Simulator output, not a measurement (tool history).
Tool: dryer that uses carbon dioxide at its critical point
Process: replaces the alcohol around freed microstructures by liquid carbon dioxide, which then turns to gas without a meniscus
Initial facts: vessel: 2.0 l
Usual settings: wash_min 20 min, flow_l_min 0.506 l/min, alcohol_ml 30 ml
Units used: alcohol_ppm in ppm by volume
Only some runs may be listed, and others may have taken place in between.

run    hour  wash_min  flow_l_min  alcohol_ml  alcohol_ppm
  1     0.0        20       0.506          30          352
  2    42.5        24       0.506          30          209
  3    78.7        24       0.506          30          200
  4   116.0        20       0.506          40          438
  5   156.1        20       0.506          40          452
  6   194.4        20       0.353          30         1079
  7   213.6        20       0.353          30         1044
  8   244.3        20       0.353          30         1052
  9   276.7        20       0.353          30         1027
 10   317.6        16       0.506          30          696
 11   352.5        16       0.506          30          711
 12   391.8        29       0.506          30          157
 13   421.0        20       0.696          30          155
 14   461.9        20       0.696          94          290
 15   503.9        20       0.696          93          289
 16   526.5        20       0.506          30          397
 17   555.2        20       0.506          30          401
 18   586.9        20       0.506          30          404
 19   623.2        20       0.506          30          409
      633.9  -- inlet filter changed
 20   661.2        20       0.506          30          368
 21   695.4        13       0.506          30         1124
 22   737.3        13       0.506          30         1125
 23   771.5        12       0.506          30         1382
 24   793.4        20       0.400          30          712
 25   830.5        17       0.817          30          184
 26   858.4        17       0.817          30          184
 27   903.2        17       0.817          30          189
 28   934.5        17       0.433          26          784
 29   961.9        14       0.723          99          894
 30  1006.2        21       0.428          34          598
 31  1026.9        21       0.428          34          622
 32  1071.2        20       0.674          33          211
 33  1091.2        20       0.674          33          217
 34  1113.7        30       0.506          65          230
 35  1151.8        12       0.734          30          549
 36  1196.1        31       0.506          23          184
 37  1224.5        31       0.506          23          174
 38  1246.8        31       0.506          23          185
 39  1270.8        31       0.336         101         1016
 40  1306.3        30       0.368          21          299
 41  1335.5        30       0.368          21          306
 42  1358.4        30       0.857          88          167
 43  1403.4        30       0.857          88          172
 44  1441.9        29       0.374          30          386
 45  1483.3        29       0.374          30          400
 46  1526.6        29       0.817          68          173
 47  1565.5        26       0.555          50          250

Here are 3 independent what-if runs from the current tool condition. What would each one return?
  A  1591.1        20       0.506          71            ?
  B  1591.1        20       0.712          26            ?
  C  1591.1        15       0.506          34            ?

run  alcohol_ppm
  A          839
  B          217
  C         1036
Take away the tool's hidden state, keep each run's random variation, and the runs would have read:
run  alcohol_ppm
  A          543
  B           35
  C          739

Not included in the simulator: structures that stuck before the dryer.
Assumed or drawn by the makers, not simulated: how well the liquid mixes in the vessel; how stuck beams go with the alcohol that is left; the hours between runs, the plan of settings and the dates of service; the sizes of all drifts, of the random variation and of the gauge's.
